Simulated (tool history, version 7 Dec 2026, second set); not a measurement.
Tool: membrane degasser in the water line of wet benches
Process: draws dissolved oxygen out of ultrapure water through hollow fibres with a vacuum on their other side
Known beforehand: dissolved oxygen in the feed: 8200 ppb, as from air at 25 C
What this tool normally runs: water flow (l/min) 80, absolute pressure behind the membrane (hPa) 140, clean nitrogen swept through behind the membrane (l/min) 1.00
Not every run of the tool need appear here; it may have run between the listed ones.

run     day  water flow (l/min)  absolute pressure behind the membrane (hPa)  clean nitrogen swept through behind the membrane (l/min)  dissolved oxygen in the water behind the degasser (ppb)  pressure that the water loses in the fibres (hPa)
  1   0.000                  80                                          140                                                      1.00                                                   1286.5                                              420.2
  2   4.442                  80                                          172                                                      1.00                                                   1613.5                                              426.4
      4.975  -- seals of the vacuum lines changed
  3   7.354                  86                                          140                                                      1.00                                                   1352.7                                              461.0
  4   9.654                  86                                          140                                                      1.00                                                   1349.3                                              455.4
  5  12.888                  86                                          140                                                      1.00                                                   1353.9                                              457.0
  6  15.904                  86                                          140                                                      1.00                                                   1352.8                                              457.1
  7  18.183                  86                                          140                                                      1.00                                                   1352.3                                              456.2
  8  22.696                  80                                          102                                                      1.00                                                    876.0                                              427.5
  9  24.925                  80                                          102                                                      1.00                                                    875.4                                              428.1
 10  27.929                  80                                          102                                                      1.00                                                    877.4                                              428.1
 11  29.817                  80                                          293                                                      1.00                                                   2649.0                                              425.3
 12  32.825                  80                                          293                                                      1.00                                                   2656.8                                              425.8
 13  37.312                  80                                          293                                                      1.00                                                   2651.4                                              428.2
 14  40.825                  80                                          293                                                      1.18                                                   2412.8                                              429.4
 15  42.821                  67                                          140                                                      1.00                                                   1156.7                                              358.6
 16  46.625                  67                                          140                                                      1.00                                                   1164.1                                              356.3
 17  49.754                  61                                          278                                                      0.63                                                   2803.9                                              330.7
 18  53.667                  74                                          282                                                      1.06                                                   2379.9                                              398.4
 19  57.312                 118                                          278                                                      2.13                                                   2055.4                                              630.4
 20  60.721                  80                                          104                                                      2.28                                                    505.0                                              427.3
 21  65.221                  83                                           86                                                      1.01                                                    705.5                                              443.3
 22  69.458                  83                                           96                                                      1.01                                                    826.3                                              441.9
 23  72.904                  82                                          140                                                      0.47                                                   1967.9                                              441.6
 24  76.675                  76                                          140                                                      2.76                                                    607.2                                              406.9
 25  79.217                  76                                          140                                                      2.76                                                    606.1                                              408.8
 26  81.446                 115                                          140                                                      1.00                                                   1603.6                                              618.3
 27  84.271                  67                                          273                                                      1.00                                                   2253.6                                              362.1
 28  87.612                  67                                          273                                                      1.00                                                   2266.4                                              360.7
 29  90.367                  67                                          104                                                      1.00                                                    805.3                                              362.1
 30  94.612                 108                                          104                                                      2.82                                                    547.2                                              579.5
 31  98.804                 118                                          309                                                      1.00                                                   3373.2                                              641.8

Each row is a separate what-if for the run after 31, all from the same tool condition, not one after another. Results?
  A  100.738                  80                                          230                                                      1.00                                                        ?                                                  ?
  B  100.738                  80                                          140                                                      0.47                                                        ?                                                  ?
  C  100.738                  85                                          140                                                      1.00                                                        ?                                                  ?
  D  100.738                  96                                          136                                                      1.33                                                        ?                                                  ?
  E  100.738                  55                                           98                                                      1.28                                                        ?                                                  ?

run  dissolved oxygen in the water behind the degasser (ppb)  pressure that the water loses in the fibres (hPa)
  A                                                   2160.3                                              434.2
  B                                                   1950.0                                              429.7
  C                                                   1354.1                                              460.5
  D                                                   1185.3                                              521.5
  E                                                    544.2                                              299.8
With the hidden condition removed and each run's random variation left untouched, the same runs would have given:
run  dissolved oxygen in the water behind the degasser (ppb)  pressure that the water loses in the fibres (hPa)
  A                                                   2149.3                                              423.2
  B                                                   1934.1                                              418.8
  C                                                   1339.6                                              448.8
  D                                                   1171.0                                              508.3
  E                                                    533.0                                              292.2
